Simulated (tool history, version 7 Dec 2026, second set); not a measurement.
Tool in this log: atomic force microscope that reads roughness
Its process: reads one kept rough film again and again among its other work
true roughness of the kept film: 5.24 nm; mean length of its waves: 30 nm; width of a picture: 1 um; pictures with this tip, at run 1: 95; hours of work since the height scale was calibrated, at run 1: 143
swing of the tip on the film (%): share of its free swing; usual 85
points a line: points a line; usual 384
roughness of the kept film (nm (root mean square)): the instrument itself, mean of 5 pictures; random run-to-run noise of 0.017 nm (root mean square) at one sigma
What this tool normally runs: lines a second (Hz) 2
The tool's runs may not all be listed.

run   hour  lines a second (Hz)  swing of the tip on the film (%)  points a line  pictures with this tip  hours of work since the height scale was calibrated  roughness of the kept film (nm (root mean square))
  1      0                    2                                85            384                      95                                                  143                                               4.156
  2   13.1                    2                                85            384                     113                                                  153                                               4.166
      23.7  -- new tip fitted
  3   28.2                    2                                85            384                       6                                                  163                                               4.183
  4   47.1                    2                                85            384                      31                                                  176                                               4.147
  5   70.9                 3.63                                85            384                      63                                                  193                                               3.918
  6     94                 3.63                                85            384                      95                                                  209                                               3.934
  7  107.4                 3.63                                85            384                     113                                                  218                                               3.916
     117.8  -- new tip fitted
  8  124.7                    2                                85            619                      10                                                  230                                               4.191
  9  144.7                 1.12                                85            384                      37                                                  244                                               4.317
 10  168.8                 1.12                                85            384                      69                                                  261                                                4.32
 11  189.2                 1.12                                85           1001                      97                                                  275                                               4.287
 12  202.7                 1.12                                85           1001                     115                                                  285                                               4.324
     212.4  -- new tip fitted
 13  219.8                    2                                85            384                      10                                                  296                                               4.186
 14  247.5                    2                                85            384                      47                                                  316                                                4.14
 15  260.3                 3.77                                85            679                      64                                                  325                                               3.914
 16  290.2                 2.86                                64            679                     105                                                  346                                               4.348
     308.3  -- new tip fitted
 17  309.8                 0.84                                59           1022                       2                                                  359                                               4.458
 18  326.1                 0.61                                63            689                      24                                                  371                                               4.461
 19  346.4                    2                                68            362                      51                                                  385                                               4.295
 20  367.4                    2                                70            656                      80                                                  400                                               4.334
 21  388.5                    2                                70            656                     108                                                  414                                               4.331
     403.3  -- new tip fitted
 22  419.6                 1.96                                80            480                      22                                                  436                                               4.263
 23  450.1                 1.47                                84            852                      63                                                  457                                                4.25
 24  475.6                 0.89                                59            695                      97                                                  475                                               4.428
 25  490.5                 1.18                                67            273                     118                                                  486                                               4.344
     498.6  -- new tip fitted
 26  515.1                 3.87                                86            942                      22                                                  502                                               3.889
 27  536.8                 3.87                                86            942                      52                                                  518                                               3.906
 28  561.6                    2                                85            281                      85                                                  535                                               4.152

Entry by entry between the runs, the difference in hidden state between the last listed run before and the first listed run after:
After run 2, before run 3: new tip fitted (hour 23.7)
  radius of the tip, nm: 7.2 -> 7
After run 7, before run 8: new tip fitted (hour 117.8)
  radius of the tip, nm: 7.1 -> 7
After run 12, before run 13: new tip fitted (hour 212.4)
  radius of the tip, nm: 7.1 -> 7
After run 16, before run 17: new tip fitted (hour 308.3)
  radius of the tip, nm: 7.1 -> 7
After run 21, before run 22: new tip fitted (hour 403.3)
  radius of the tip, nm: 7.1 -> 7
After run 25, before run 26: new tip fitted (hour 498.6)
  radius of the tip, nm: 7.1 -> 7
